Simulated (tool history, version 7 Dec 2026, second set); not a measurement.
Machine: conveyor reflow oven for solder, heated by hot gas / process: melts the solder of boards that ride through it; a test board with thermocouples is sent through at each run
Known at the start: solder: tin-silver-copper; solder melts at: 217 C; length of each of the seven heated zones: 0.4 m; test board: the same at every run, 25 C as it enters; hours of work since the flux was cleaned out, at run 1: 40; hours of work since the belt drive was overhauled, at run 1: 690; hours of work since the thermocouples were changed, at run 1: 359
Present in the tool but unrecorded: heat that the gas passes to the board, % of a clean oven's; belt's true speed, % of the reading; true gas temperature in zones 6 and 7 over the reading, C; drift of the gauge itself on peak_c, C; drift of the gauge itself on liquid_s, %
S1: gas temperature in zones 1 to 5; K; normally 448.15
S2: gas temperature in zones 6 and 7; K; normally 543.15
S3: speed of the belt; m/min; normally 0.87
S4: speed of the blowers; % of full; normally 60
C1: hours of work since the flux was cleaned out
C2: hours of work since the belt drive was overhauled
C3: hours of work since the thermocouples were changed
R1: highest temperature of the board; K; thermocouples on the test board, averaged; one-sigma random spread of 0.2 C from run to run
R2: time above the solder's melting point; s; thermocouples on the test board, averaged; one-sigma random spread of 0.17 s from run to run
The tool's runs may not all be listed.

| run | day | S1 | S2 | S3 | S4 | C1 | C2 | C3 | R1 | R2 |
|---|---|---|---|---|---|---|---|---|---|---|
| 1 | 0 | 448.15 | 543.15 | 0.87 | 60 | 40 | 690 | 359 | 518.55 | 35.5 |
| 2 | 1.383 | 448.15 | 543.15 | 0.87 | 60 | 53 | 704 | 372 | 518.65 | 35.5 |
| 3 | 2.929 | 448.15 | 543.15 | 0.87 | 60 | 68 | 719 | 388 | 518.35 | 35.6 |
| 4 | 4.342 | 448.15 | 543.15 | 0.87 | 60 | 82 | 733 | 401 | 518.65 | 35.5 |
| 5 | 5.792 | 448.15 | 543.15 | 0.87 | 60 | 96 | 747 | 415 | 518.55 | 35.4 |
| 6 | 7.188 | 448.15 | 543.15 | 0.87 | 60 | 110 | 761 | 429 | 518.15 | 35.7 |
| 7 | 8.525 | 448.15 | 543.15 | 0.87 | 60 | 123 | 774 | 442 | 518.45 | 35.4 |
| 8 | 10.558 | 448.15 | 543.15 | 0.995 | 60 | 142 | 793 | 462 | 512.55 | 26.4 |
| 9 | 12.575 | 448.15 | 543.15 | 0.995 | 60 | 162 | 813 | 482 | 512.55 | 26.1 |
| 10 | 14.367 | 448.15 | 543.15 | 0.995 | 60 | 180 | 831 | 499 | 512.45 | 26.4 |
| 11 | 16.412 | 448.15 | 543.15 | 0.995 | 60 | 200 | 851 | 519 | 512.55 | 26.3 |
| 12 | 18.317 | 448.15 | 543.15 | 0.998 | 60 | 218 | 869 | 538 | 512.45 | 25.8 |
| 13 | 19.846 | 448.15 | 543.15 | 0.87 | 60 | 233 | 884 | 552 | 518.55 | 35.6 |
| 14 | 20.883 | 448.15 | 543.15 | 0.87 | 60 | 243 | 894 | 563 | 518.35 | 35.7 |
| 15 | 22.858 | 448.15 | 543.15 | 0.87 | 60 | 262 | 913 | 582 | 518.15 | 35.7 |
| 16 | 24.875 | 448.15 | 543.15 | 0.87 | 60 | 282 | 933 | 602 | 518.15 | 35.5 |
| 17 | 26.379 | 448.15 | 543.15 | 0.87 | 60 | 297 | 948 | 616 | 518.25 | 35.5 |
| 18 | 28.408 | 448.15 | 543.15 | 0.838 | 60 | 317 | 967 | 636 | 519.95 | 38.3 |
| 19 | 30.208 | 450.15 | 543.15 | 0.838 | 60 | 334 | 985 | 653 | 520.25 | 39 |
| 20 | 32.146 | 437.15 | 542.15 | 0.824 | 62 | 353 | 1004 | 672 | 518.35 | 35.4 |
| 21 | 33.512 | 437.15 | 534.15 | 0.812 | 50 | 366 | 1017 | 686 | 505.35 | 23.4 |
|  | 35.45 | flux residue cleaned out of gas plates and filters |
| 22 | 35.571 | 455.15 | 550.15 | 0.974 | 62 | 1 | 1035 | 704 | 521.55 | 35.1 |
| 23 | 36.538 | 455.15 | 550.15 | 0.974 | 62 | 11 | 1045 | 713 | 521.95 | 34.7 |
| 24 | 38.233 | 455.15 | 550.15 | 0.974 | 62 | 27 | 1061 | 730 | 521.65 | 34.6 |
| 25 | 40.067 | 455.15 | 550.15 | 0.943 | 73 | 45 | 1079 | 748 | 528.15 | 40.7 |
| 26 | 41.342 | 443.15 | 531.15 | 0.991 | 60 | 57 | 1092 | 760 | 502.45 | 16.9 |
| 27 | 42.721 | 449.15 | 544.15 | 0.714 | 51 | 71 | 1105 | 773 | 522.85 | 47.6 |
| 28 | 44.075 | 449.15 | 544.15 | 0.714 | 51 | 84 | 1118 | 787 | 522.55 | 47.6 |
| 29 | 45.942 | 445.15 | 532.15 | 0.87 | 60 | 102 | 1136 | 805 | 509.15 | 27.7 |
|  | 46.129 | thermocouples of zones 6 and 7 changed |
| 30 | 47.754 | 445.15 | 532.15 | 0.87 | 60 | 119 | 1153 | 16 | 509.05 | 27.4 |

Each row is a separate what-if for the run after 30, all from the same tool condition, not one after another. Results?
| A | 49.154 | 445.15 | 533.15 | 0.87 | 60 | 133 | 1167 | 30 | ? | ? |
| B | 49.154 | 448.15 | 556.15 | 0.87 | 61 | 133 | 1167 | 30 | ? | ? |
| C | 49.154 | 441.15 | 532.15 | 0.87 | 60 | 133 | 1167 | 30 | ? | ? |
| D | 49.154 | 448.15 | 543.15 | 0.87 | 62 | 133 | 1167 | 30 | ? | ? |
| E | 49.154 | 448.15 | 543.15 | 0.87 | 89 | 133 | 1167 | 30 | ? | ? |

| run | R1 | R2 |
|---|---|---|
| A | 509.85 | 28.3 |
| B | 529.35 | 42.1 |
| C | 507.65 | 25.4 |
| D | 519.65 | 36.5 |
| E | 528.55 | 43.2 |
Take away the tool's hidden state, keep each run's random variation, and the runs would have read:
| run | R1 | R2 |
|---|---|---|
| A | 509.85 | 28.3 |
| B | 529.35 | 42 |
| C | 507.65 | 25.4 |
| D | 519.65 | 36.5 |
| E | 528.55 | 43.1 |
